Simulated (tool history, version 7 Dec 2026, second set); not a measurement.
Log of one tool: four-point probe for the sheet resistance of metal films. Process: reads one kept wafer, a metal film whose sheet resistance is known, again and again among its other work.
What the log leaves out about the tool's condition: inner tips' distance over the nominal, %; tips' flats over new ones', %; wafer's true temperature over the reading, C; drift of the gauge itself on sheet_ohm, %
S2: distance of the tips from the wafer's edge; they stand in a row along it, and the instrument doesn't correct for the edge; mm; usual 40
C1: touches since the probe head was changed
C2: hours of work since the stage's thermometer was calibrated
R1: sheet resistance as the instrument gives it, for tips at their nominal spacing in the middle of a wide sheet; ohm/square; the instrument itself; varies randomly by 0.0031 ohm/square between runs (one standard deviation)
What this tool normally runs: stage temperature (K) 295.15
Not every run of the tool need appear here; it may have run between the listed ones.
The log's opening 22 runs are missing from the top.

run 23 hour=430.6 | stage_temperature_(K)=292.15 S2=3 | C1=29222 C2=18 | R1=15.969014
run 24 hour=449.1 | stage_temperature_(K)=303.15 S2=7 | C1=30212 C2=32 | R1=15.765417
run 25 hour=463.2 | stage_temperature_(K)=303.15 S2=7 | C1=30972 C2=43 | R1=15.763468
run 26 hour=482.9 | stage_temperature_(K)=293.15 S2=59 | C1=32028 C2=58 | R1=15.738237
run 27 hour=499.4 | stage_temperature_(K)=302.15 S2=15 | C1=32910 C2=71 | R1=15.731091
run 28 hour=509.9 | stage_temperature_(K)=291.15 S2=9 | C1=33472 C2=79 | R1=15.759089
-- hour=514.2 stage's thermometer calibrated, once more
run 29 hour=535.3 | stage_temperature_(K)=301.15 S2=9 | C1=34812 C2=16 | R1=15.763323
run 30 hour=554.8 | stage_temperature_(K)=301.15 S2=18 | C1=35854 C2=31 | R1=15.744154
run 31 hour=572.6 | stage_temperature_(K)=301.15 S2=18 | C1=36810 C2=45 | R1=15.747615
run 32 hour=597.6 | stage_temperature_(K)=299.15 S2=40 | C1=38153 C2=64 | R1=15.746337
run 33 hour=615.2 | stage_temperature_(K)=294.15 S2=13 | C1=39095 C2=78 | R1=15.759771
run 34 hour=634.8 | stage_temperature_(K)=304.15 S2=4 | C1=40149 C2=93 | R1=15.872489
run 35 hour=659.3 | stage_temperature_(K)=296.15 S2=5 | C1=41459 C2=112 | R1=15.834837
run 36 hour=681.3 | stage_temperature_(K)=295.15 S2=9 | C1=42640 C2=129 | R1=15.779433
run 37 hour=693.4 | stage_temperature_(K)=295.15 S2=9 | C1=43292 C2=138 | R1=15.782067
run 38 hour=710.7 | stage_temperature_(K)=301.15 S2=6 | C1=44216 C2=152 | R1=15.807258
run 39 hour=725.5 | stage_temperature_(K)=293.15 S2=10 | C1=45010 C2=163 | R1=15.779318
run 40 hour=743.8 | stage_temperature_(K)=293.15 S2=20 | C1=45994 C2=177 | R1=15.757634
run 41 hour=759.6 | stage_temperature_(K)=295.15 S2=63 | C1=46840 C2=189 | R1=15.755669
run 42 hour=776.3 | stage_temperature_(K)=292.15 S2=24 | C1=47734 C2=202 | R1=15.758153
run 43 hour=797.9 | stage_temperature_(K)=292.15 S2=21 | C1=48897 C2=219 | R1=15.767595
run 44 hour=818.9 | stage_temperature_(K)=292.15 S2=21 | C1=50023 C2=235 | R1=15.764883

Consider 3 possible next runs. They are alternatives, not a sequence: every one starts from the tool as it was left by run 44. What does each give?
run A hour=831.2 | stage_temperature_(K)=305.15 S2=8 | C1=50682 C2=245 | R1=?
run B hour=831.2 | stage_temperature_(K)=295.15 S2=5 | C1=50682 C2=245 | R1=?
run C hour=831.2 | stage_temperature_(K)=294.15 S2=54 | C1=50682 C2=245 | R1=?

run=A R1=15.790478
run=B R1=15.847566
run=C R1=15.759184
Stripped of hidden state, with their random variation kept, the same runs would have yielded:
run=A R1=15.768665
run=B R1=15.825939
run=C R1=15.737692
